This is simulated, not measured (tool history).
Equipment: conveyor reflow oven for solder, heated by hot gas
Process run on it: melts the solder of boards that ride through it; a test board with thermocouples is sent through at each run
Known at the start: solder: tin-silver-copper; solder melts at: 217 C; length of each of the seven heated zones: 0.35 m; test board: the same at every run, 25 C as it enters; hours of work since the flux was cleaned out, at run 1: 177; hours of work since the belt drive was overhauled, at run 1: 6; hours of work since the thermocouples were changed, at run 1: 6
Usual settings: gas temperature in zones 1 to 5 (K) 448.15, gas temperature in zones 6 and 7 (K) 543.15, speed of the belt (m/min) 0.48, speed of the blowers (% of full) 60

| run | hour | gas temperature in zones 1 to 5 (K) | gas temperature in zones 6 and 7 (K) | speed of the belt (m/min) | speed of the blowers (% of full) | hours of work since the flux was cleaned out | hours of work since the belt drive was overhauled | hours of work since the thermocouples were changed | highest temperature of the board (K) | time above the solder's melting point (s) |
|---|---|---|---|---|---|---|---|---|---|---|
| 1 | 0 | 448.15 | 543.15 | 0.48 | 60 | 177 | 6 | 6 | 524.35 | 64.1 |
| 2 | 70.9 | 448.15 | 543.15 | 0.48 | 60 | 220 | 49 | 49 | 524.05 | 64.4 |
| 3 | 106.5 | 448.15 | 543.15 | 0.48 | 60 | 241 | 71 | 71 | 524.55 | 64.5 |
| 4 | 150.2 | 448.15 | 543.15 | 0.48 | 60 | 268 | 97 | 97 | 524.35 | 63.8 |
| 5 | 228.8 | 448.15 | 543.15 | 0.48 | 60 | 315 | 144 | 144 | 524.65 | 64.1 |
| 6 | 313.4 | 448.15 | 543.15 | 0.48 | 60 | 366 | 196 | 196 | 524.05 | 64 |
| 7 | 358.9 | 448.15 | 543.15 | 0.48 | 60 | 394 | 223 | 223 | 524.65 | 63.4 |
|  | 402.4 | flux residue cleaned out of gas plates and filters |
| 8 | 408.3 | 448.15 | 545.15 | 0.48 | 60 | 4 | 250 | 250 | 526.45 | 65.7 |
| 9 | 491.4 | 448.15 | 545.15 | 0.48 | 60 | 54 | 300 | 300 | 525.95 | 66.2 |
| 10 | 528.7 | 456.15 | 543.15 | 0.48 | 60 | 76 | 322 | 322 | 525.95 | 69 |
| 11 | 589.7 | 456.15 | 543.15 | 0.48 | 60 | 113 | 359 | 359 | 525.95 | 68.9 |
| 12 | 671.7 | 448.15 | 543.15 | 0.48 | 60 | 162 | 409 | 409 | 524.05 | 64.4 |
| 13 | 723.6 | 448.15 | 543.15 | 0.48 | 60 | 194 | 440 | 440 | 524.25 | 64.3 |
| 14 | 785.4 | 448.15 | 543.15 | 0.48 | 60 | 231 | 477 | 477 | 524.35 | 64.1 |
| 15 | 844.5 | 448.15 | 543.15 | 0.48 | 60 | 267 | 513 | 513 | 524.15 | 64.3 |
| 16 | 880.2 | 433.15 | 556.15 | 0.416 | 72 | 288 | 535 | 535 | 540.95 | 83 |
| 17 | 922.2 | 448.15 | 543.15 | 0.46 | 60 | 314 | 560 | 560 | 525.85 | 68.5 |
| 18 | 1004.3 | 460.15 | 543.15 | 0.46 | 57 | 363 | 609 | 609 | 527.25 | 75.7 |
| 19 | 1076.3 | 448.15 | 543.15 | 0.477 | 60 | 407 | 653 | 653 | 524.55 | 64.5 |
|  | 1097.2 | flux residue cleaned out of gas plates and filters |
| 20 | 1122.5 | 457.15 | 546.15 | 0.477 | 60 | 15 | 678 | 678 | 528.75 | 72.4 |
| 21 | 1163.6 | 463.15 | 546.15 | 0.477 | 60 | 40 | 703 | 703 | 530.25 | 76.1 |
| 22 | 1239 | 463.15 | 546.15 | 0.477 | 60 | 86 | 748 | 748 | 530.45 | 76.3 |
|  | 1246.2 | thermocouples of zones 6 and 7 changed |
|  | 1278.4 | belt drive overhauled, speed set with a stopwatch |
| 23 | 1308.3 | 461.15 | 555.15 | 0.477 | 53 | 124 | 18 | 35 | 535.65 | 78.6 |
| 24 | 1379.7 | 448.15 | 543.15 | 0.48 | 53 | 167 | 61 | 78 | 523.15 | 61.8 |
| 25 | 1433.5 | 443.15 | 556.15 | 0.559 | 53 | 199 | 94 | 111 | 525.55 | 52.7 |
| 26 | 1496.6 | 443.15 | 556.15 | 0.559 | 53 | 237 | 132 | 149 | 525.75 | 52.5 |
| 27 | 1544.9 | 443.15 | 556.15 | 0.482 | 50 | 267 | 161 | 178 | 531.55 | 66.6 |
| 28 | 1630.7 | 444.15 | 556.15 | 0.482 | 50 | 318 | 213 | 230 | 531.75 | 66.8 |
| 29 | 1698.8 | 444.15 | 556.15 | 0.482 | 50 | 359 | 254 | 271 | 531.35 | 66.9 |
| 30 | 1779.8 | 444.15 | 556.15 | 0.482 | 50 | 408 | 303 | 320 | 531.95 | 66.9 |

Hidden condition of the tool, last listed run before each entry between runs versus first listed run after:
After run 7, before run 8: flux residue cleaned out of gas plates and filters (hour 402.4)
  heat that the gas passes to the board, % of a clean oven's: 99.8 -> 100
After run 19, before run 20: flux residue cleaned out of gas plates and filters (hour 1097.2)
  heat that the gas passes to the board, % of a clean oven's: 99.7 -> 100
After run 22, before run 23: thermocouples of zones 6 and 7 changed (hour 1246.2); belt drive overhauled, speed set with a stopwatch (hour 1278.4)
  belt's true speed, % of the reading: 99.96 -> 100; true gas temperature in zones 6 and 7 over the reading, C: -0.05 -> 0
